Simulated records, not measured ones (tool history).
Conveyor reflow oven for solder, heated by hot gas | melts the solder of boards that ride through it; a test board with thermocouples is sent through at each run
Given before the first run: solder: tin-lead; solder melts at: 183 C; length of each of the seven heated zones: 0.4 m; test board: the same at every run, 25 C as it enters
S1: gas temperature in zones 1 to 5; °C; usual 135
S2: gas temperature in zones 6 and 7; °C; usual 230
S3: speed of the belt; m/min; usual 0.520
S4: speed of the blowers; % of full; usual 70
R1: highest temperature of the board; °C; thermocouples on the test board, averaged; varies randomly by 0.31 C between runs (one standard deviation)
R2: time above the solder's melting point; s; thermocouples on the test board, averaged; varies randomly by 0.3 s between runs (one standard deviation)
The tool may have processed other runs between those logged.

run 1 hour=0.0 | S1=135 S2=230 S3=0.520 S4=70 | R1=213.9 R2=64.4
-- hour=18.7 flux residue cleaned out of gas plates and filters
run 2 hour=29.9 | S1=135 S2=230 S3=0.520 S4=70 | R1=214.2 R2=66.4
run 3 hour=71.9 | S1=135 S2=230 S3=0.520 S4=70 | R1=214.4 R2=66.0
run 4 hour=113.9 | S1=135 S2=230 S3=0.520 S4=70 | R1=214.1 R2=65.4
run 5 hour=167.1 | S1=135 S2=230 S3=0.520 S4=84 | R1=215.6 R2=68.2
run 6 hour=199.6 | S1=135 S2=230 S3=0.520 S4=84 | R1=216.0 R2=68.0
-- hour=228.8 flux residue cleaned out of gas plates and filters
run 7 hour=238.7 | S1=135 S2=230 S3=0.577 S4=70 | R1=211.3 R2=55.4
run 8 hour=281.6 | S1=135 S2=230 S3=0.577 S4=70 | R1=210.3 R2=54.9
run 9 hour=304.0 | S1=135 S2=230 S3=0.577 S4=70 | R1=210.8 R2=55.0
run 10 hour=350.0 | S1=135 S2=230 S3=0.520 S4=70 | R1=213.5 R2=65.0
-- hour=358.9 belt drive overhauled, speed set with a stopwatch
run 11 hour=381.5 | S1=135 S2=230 S3=0.520 S4=70 | R1=213.2 R2=64.7
run 12 hour=432.5 | S1=135 S2=233 S3=0.520 S4=70 | R1=215.2 R2=66.7
-- hour=442.5 flux residue cleaned out of gas plates and filters
run 13 hour=486.3 | S1=135 S2=230 S3=0.566 S4=70 | R1=211.5 R2=57.2
run 14 hour=536.6 | S1=135 S2=230 S3=0.566 S4=70 | R1=210.3 R2=56.8
run 15 hour=573.4 | S1=134 S2=230 S3=0.520 S4=84 | R1=215.5 R2=67.5
-- hour=592.6 belt drive overhauled, speed set with a stopwatch, once more
run 16 hour=627.4 | S1=135 S2=231 S3=0.477 S4=70 | R1=215.7 R2=73.4
-- hour=653.9 flux residue cleaned out of gas plates and filters
run 17 hour=668.5 | S1=135 S2=231 S3=0.477 S4=70 | R1=216.7 R2=74.6
run 18 hour=691.5 | S1=135 S2=244 S3=0.520 S4=74 | R1=226.2 R2=75.1
run 19 hour=730.1 | S1=135 S2=243 S3=0.510 S4=62 | R1=222.7 R2=74.1
run 20 hour=774.6 | S1=135 S2=230 S3=0.520 S4=62 | R1=210.8 R2=61.0
run 21 hour=817.3 | S1=150 S2=238 S3=0.562 S4=58 | R1=216.4 R2=67.4
run 22 hour=841.7 | S1=135 S2=230 S3=0.586 S4=59 | R1=205.2 R2=46.6
-- hour=861.1 flux residue cleaned out of gas plates and filters
run 23 hour=874.9 | S1=135 S2=240 S3=0.520 S4=70 | R1=221.8 R2=72.7
run 24 hour=926.8 | S1=135 S2=240 S3=0.520 S4=70 | R1=221.2 R2=71.9
run 25 hour=961.3 | S1=135 S2=240 S3=0.520 S4=70 | R1=220.9 R2=71.6

3 options for the next run, each taken on its own from the tool as it stands now. Forecast them:
run A hour=1008.7 | S1=135 S2=240 S3=0.520 S4=66 | R1=? R2=?
run B hour=1008.7 | S1=135 S2=220 S3=0.486 S4=70 | R1=? R2=?
run C hour=1008.7 | S1=135 S2=240 S3=0.435 S4=70 | R1=? R2=?

run=A R1=218.9 R2=70.2
run=B R1=205.5 R2=59.9
run=C R1=225.5 R2=91.8
Stripped of hidden state, with their random variation kept, the same runs would have yielded:
run=A R1=223.4 R2=73.7
run=B R1=209.8 R2=65.6
run=C R1=229.9 R2=94.9

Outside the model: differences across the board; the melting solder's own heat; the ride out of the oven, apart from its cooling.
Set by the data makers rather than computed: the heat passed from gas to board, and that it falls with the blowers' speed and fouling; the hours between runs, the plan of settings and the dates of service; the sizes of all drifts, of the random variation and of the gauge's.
